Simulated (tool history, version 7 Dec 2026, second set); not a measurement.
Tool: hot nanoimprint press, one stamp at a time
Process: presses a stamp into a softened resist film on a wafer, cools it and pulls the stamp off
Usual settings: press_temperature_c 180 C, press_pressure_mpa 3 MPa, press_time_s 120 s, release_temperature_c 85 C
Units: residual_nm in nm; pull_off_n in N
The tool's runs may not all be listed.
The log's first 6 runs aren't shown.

run,day,press_temperature_c,press_pressure_mpa,press_time_s,release_temperature_c,hours of work since the thermocouple was calibrated,imprints on the stamp's release coat,hours of work since the press's seals were changed,residual_nm,pull_off_n
7,10.462,180,3,154,85,131,906,1171,116.6,265
# day 10.725: plate thermocouple calibrated, once more
8,11.854,180,2.54,120,85,16,1021,1189,172.4,280
# day 12.917: press's hydraulic seals changed and the load cell set to zero
9,13.121,180,2.17,120,85,30,1107,3,179.8,279
10,14.446,180,2.17,120,85,49,1228,22,181.2,288
11,16.133,180,2.17,120,85,73,1382,46,176.9,292
12,17.838,180,3,85,85,97,1537,70,178.4,300
# day 18.275: stamp cleaned and given a new release coat
13,20.088,180,3.39,85,85,126,165,99,168.8,245
14,21.875,180,3.39,85,85,151,328,125,169.4,249
15,22.771,180,3,120,73,164,410,138,155.6,269
16,23.917,174,4.1,137,71,181,515,154,174.8,274
17,25.683,183,2.9,120,85,206,676,179,135.1,262
18,27.812,180,3,88,85,236,870,210,172.5,269
19,29.192,180,3,88,85,256,996,229,172.4,275
20,30.442,173,1.88,120,85,274,1110,247,243.3,276
21,32.592,173,3.64,120,81,305,1307,278,195.6,294
22,33.742,173,3.64,165,81,321,1412,295,176.6,293
23,35.038,173,3.64,165,81,340,1530,313,173.4,300
# day 35.504: stamp cleaned and given a new release coat
24,36.583,173,2.18,165,81,358,99,332,209,241
25,38.262,179,3.29,200,85,382,252,356,121.7,247
26,39.133,180,2.21,83,84,395,331,368,191.2,246
27,40.188,189,4.02,123,90,410,428,383,81.4,237
28,41.812,174,3,222,81,433,576,407,155.8,264
29,42.758,176,3,70,78,447,662,420,213.1,269
30,44.433,185,3.19,140,85,471,815,444,104.2,264

Forecast each of these 3 alternatives for the next run:
A,45.6,185,3.55,140,85,487,922,461,?,?
B,45.6,170,2.99,157,85,487,922,461,?,?
C,45.6,187,3,120,84,487,922,461,?,?

run,residual_nm,pull_off_n
A,98.5,270
B,212.4,260
C,101.5,273
Without the tool's hidden state the same runs would have given:
run,residual_nm,pull_off_n
A,107.1,236
B,228.7,227
C,110.2,238

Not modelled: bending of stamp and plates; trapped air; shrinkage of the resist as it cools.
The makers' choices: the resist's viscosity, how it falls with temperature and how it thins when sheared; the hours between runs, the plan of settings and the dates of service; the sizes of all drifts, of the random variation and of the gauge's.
